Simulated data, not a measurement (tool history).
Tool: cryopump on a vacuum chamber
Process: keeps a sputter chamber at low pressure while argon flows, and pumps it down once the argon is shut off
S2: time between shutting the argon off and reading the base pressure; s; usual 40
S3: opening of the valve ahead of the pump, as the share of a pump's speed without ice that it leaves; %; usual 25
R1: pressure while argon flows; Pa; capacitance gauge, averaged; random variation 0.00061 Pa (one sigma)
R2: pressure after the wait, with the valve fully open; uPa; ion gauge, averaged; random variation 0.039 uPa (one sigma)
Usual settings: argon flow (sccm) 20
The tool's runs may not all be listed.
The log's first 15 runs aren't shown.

{"run": 16, "hour": 384.3, "argon flow (sccm)": 20, "S2": 23, "S3": 25, "R1": 0.0975, "R2": 5.62}
{"run": 17, "hour": 420.6, "argon flow (sccm)": 39, "S2": 40, "S3": 25, "R1": 0.1927, "R2": 4.22}
{"run": 18, "hour": 441.3, "argon flow (sccm)": 39, "S2": 40, "S3": 25, "R1": 0.1942, "R2": 4.26}
{"hour": 472.4, "done": "pump warmed up, emptied and cooled again"}
{"run": 19, "hour": 481.5, "argon flow (sccm)": 13, "S2": 291, "S3": 34, "R1": 0.0418, "R2": 1.8}
{"run": 20, "hour": 511.9, "argon flow (sccm)": 23, "S2": 229, "S3": 21, "R1": 0.1226, "R2": 1.93}
{"run": 21, "hour": 527.4, "argon flow (sccm)": 23, "S2": 229, "S3": 21, "R1": 0.1202, "R2": 1.9}
{"run": 22, "hour": 556.7, "argon flow (sccm)": 20, "S2": 34, "S3": 28, "R1": 0.0803, "R2": 3.94}
{"run": 23, "hour": 576.3, "argon flow (sccm)": 20, "S2": 34, "S3": 28, "R1": 0.08, "R2": 3.83}
{"run": 24, "hour": 604.4, "argon flow (sccm)": 20, "S2": 34, "S3": 28, "R1": 0.08, "R2": 4.09}
{"run": 25, "hour": 620.3, "argon flow (sccm)": 13, "S2": 40, "S3": 25, "R1": 0.0576, "R2": 3.62}
{"run": 26, "hour": 638.2, "argon flow (sccm)": 13, "S2": 40, "S3": 25, "R1": 0.059, "R2": 3.64}
{"run": 27, "hour": 654.0, "argon flow (sccm)": 13, "S2": 40, "S3": 25, "R1": 0.0581, "R2": 3.67}
{"run": 28, "hour": 679.8, "argon flow (sccm)": 13, "S2": 40, "S3": 25, "R1": 0.0587, "R2": 3.63}
{"run": 29, "hour": 705.1, "argon flow (sccm)": 34, "S2": 124, "S3": 19, "R1": 0.1997, "R2": 2.3}
{"run": 30, "hour": 730.6, "argon flow (sccm)": 34, "S2": 255, "S3": 29, "R1": 0.1348, "R2": 2}
{"run": 31, "hour": 763.4, "argon flow (sccm)": 34, "S2": 255, "S3": 29, "R1": 0.1335, "R2": 2.03}
{"run": 32, "hour": 793.8, "argon flow (sccm)": 34, "S2": 255, "S3": 29, "R1": 0.1354, "R2": 2.08}

4 ways to go on from here, each from the tool as it stands after run 32. What would each give?
{"run": "A", "hour": 820.3, "argon flow (sccm)": 34, "S2": 255, "S3": 37, "R1": "?", "R2": "?"}
{"run": "B", "hour": 820.3, "argon flow (sccm)": 11, "S2": 187, "S3": 56, "R1": "?", "R2": "?"}
{"run": "C", "hour": 820.3, "argon flow (sccm)": 20, "S2": 45, "S3": 25, "R1": "?", "R2": "?"}
{"run": "D", "hour": 820.3, "argon flow (sccm)": 9, "S2": 255, "S3": 29, "R1": "?", "R2": "?"}

run=A R1=0.107 R2=2.1
run=B R1=0.0225 R2=2.23
run=C R1=0.0918 R2=3.53
run=D R1=0.0363 R2=2.12
Without the tool's hidden state the same runs would have given:
run=A R1=0.1012 R2=0.51
run=B R1=0.0206 R2=0.64
run=C R1=0.0884 R2=2
run=D R1=0.0348 R2=0.52
